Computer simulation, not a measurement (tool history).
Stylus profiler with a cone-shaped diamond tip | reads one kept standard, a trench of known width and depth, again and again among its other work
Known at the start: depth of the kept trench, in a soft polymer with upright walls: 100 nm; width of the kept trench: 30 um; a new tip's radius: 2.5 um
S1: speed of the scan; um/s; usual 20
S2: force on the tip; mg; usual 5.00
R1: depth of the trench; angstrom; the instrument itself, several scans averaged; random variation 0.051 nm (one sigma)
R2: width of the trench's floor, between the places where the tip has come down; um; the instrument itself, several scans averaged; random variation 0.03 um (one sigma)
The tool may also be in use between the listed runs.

run,hour,S1,S2,R1,R2
1,0.0,20,5.00,1025.6,28.50
2,79.2,20,6.22,1028.9,28.41
3,206.3,20,6.22,1028.5,28.43
4,308.0,16,5.00,1024.8,28.41
5,370.9,16,5.00,1024.5,28.40
6,451.9,16,5.00,1023.5,28.33
7,512.2,16,5.00,1024.0,28.32
8,597.8,20,5.00,1023.6,28.31
9,725.7,20,11.11,1041.5,28.28
10,833.7,20,11.11,1040.8,28.25
11,952.1,20,11.11,1041.3,28.25
12,1044.1,20,11.11,1039.9,28.14
13,1148.9,20,11.11,1040.3,28.13
14,1275.5,20,11.11,1039.0,28.08
15,1346.1,20,11.11,1039.9,28.10
# hour 1411.5: new tip fitted, height scale calibrated
16,1449.1,20,11.11,1045.4,28.54
17,1572.0,17,11.11,1044.5,28.51
# hour 1578.4: height scale calibrated on a step standard
18,1635.4,20,5.00,1023.9,28.50
19,1721.8,20,5.00,1024.9,28.42
20,1790.9,6,8.67,1036.1,28.50
21,1860.4,6,8.67,1035.9,28.38
22,1984.2,6,8.67,1036.0,28.39
23,2069.0,14,9.39,1036.5,28.37
# hour 2142.4: height scale calibrated on a step standard, once more
24,2203.6,14,8.56,1038.6,28.35
25,2308.5,21,4.93,1025.7,28.26
26,2421.6,5,8.09,1036.8,28.27
27,2542.4,5,8.09,1035.8,28.26
28,2670.5,5,8.09,1035.1,28.18
29,2767.0,12,7.06,1031.7,28.14
30,2881.0,6,11.21,1043.4,28.11
31,2965.7,6,11.21,1042.4,28.09
# hour 3013.5: new tip fitted, height scale calibrated
32,3090.7,39,2.20,1015.1,28.44
33,3175.7,17,3.98,1022.5,28.48
34,3251.4,59,7.74,1034.6,28.45
35,3330.0,7,2.15,1014.5,28.45

3 ways to go on from here, each from the tool as it stands after run 35. What would each give?
A,3460.2,5,5.58,?,?
B,3460.2,78,3.43,?,?
C,3460.2,25,9.38,?,?

run,R1,R2
A,1027.4,28.40
B,1020.1,28.26
C,1039.3,28.39
Without the tool's hidden state the same runs would have given:
run,R1,R2
A,1028.7,28.58
B,1021.4,28.44
C,1040.6,28.56
